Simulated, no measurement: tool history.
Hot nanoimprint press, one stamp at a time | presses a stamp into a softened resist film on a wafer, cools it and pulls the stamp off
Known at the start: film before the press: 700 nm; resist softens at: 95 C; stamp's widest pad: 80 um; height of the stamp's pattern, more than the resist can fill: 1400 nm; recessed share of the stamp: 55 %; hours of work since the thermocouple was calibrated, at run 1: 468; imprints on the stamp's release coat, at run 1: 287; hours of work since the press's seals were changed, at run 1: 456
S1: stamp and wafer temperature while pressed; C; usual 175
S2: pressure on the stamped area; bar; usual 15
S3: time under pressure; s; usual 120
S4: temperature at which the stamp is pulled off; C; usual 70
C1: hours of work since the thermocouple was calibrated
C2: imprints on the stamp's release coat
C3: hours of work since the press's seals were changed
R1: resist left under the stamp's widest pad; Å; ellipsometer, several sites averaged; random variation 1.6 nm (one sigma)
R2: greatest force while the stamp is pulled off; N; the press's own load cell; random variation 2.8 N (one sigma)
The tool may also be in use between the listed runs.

run,hour,S1,S2,S3,S4,C1,C2,C3,R1,R2
1,0,175,15,120,70,468,287,456,3237,142
2,22.7,175,15,120,70,482,403,471,3249,151
3,39.8,175,15,120,70,493,491,482,3262,152
4,60.4,175,15,120,70,507,596,495,3232,154
5,96.2,175,15,120,70,530,780,518,3252,159
6,126.9,175,15,120,70,550,937,538,3270,166
7,161.3,175,16.3,120,70,572,1113,560,3183,174
# hour 176.9: plate thermocouple calibrated
8,198.6,175,16.3,120,70,14,1289,583,3242,179
# hour 207.1: stamp cleaned and given a new release coat
# hour 230.5: press's hydraulic seals changed and the load cell set to zero
9,247.5,175,16.3,120,70,37,166,11,3191,141
# hour 277.4: plate thermocouple calibrated, once more
10,281,175,16.3,120,70,2,322,31,3008,150
11,307,175,16.9,100,70,19,455,48,3209,149
12,339,175,16.9,100,70,40,619,68,3195,150
13,356,181,11,212,76,51,706,79,2187,147
14,382,166,12.2,106,67,68,839,96,4975,162
15,401.9,166,12.2,106,67,80,941,109,5011,165
16,421.3,175,15,120,61,93,1040,121,3147,187
17,454.4,175,15,120,61,114,1210,143,3189,184

5 ways to go on from here, each from the tool as it stands after run 17. What would each give?
# hour 479.2: stamp cleaned and given a new release coat
A,479.2,175,15,109,57,127,0,155,?,?
# hour 479.2: stamp cleaned and given a new release coat
B,479.2,175,19.8,120,61,127,0,155,?,?
# hour 479.2: stamp cleaned and given a new release coat
C,479.2,182,15,191,58,127,0,155,?,?
# hour 479.2: stamp cleaned and given a new release coat
D,479.2,165,12.3,120,66,127,0,155,?,?
# hour 479.2: stamp cleaned and given a new release coat
E,479.2,176,15,98,61,127,0,155,?,?

run,R1,R2
A,3242,149
B,2804,139
C,1895,149
D,4960,136
E,3254,145
Without the tool's hidden state the same runs would have given:
run,R1,R2
A,3195,149
B,2758,138
C,1865,149
D,4911,135
E,3208,145
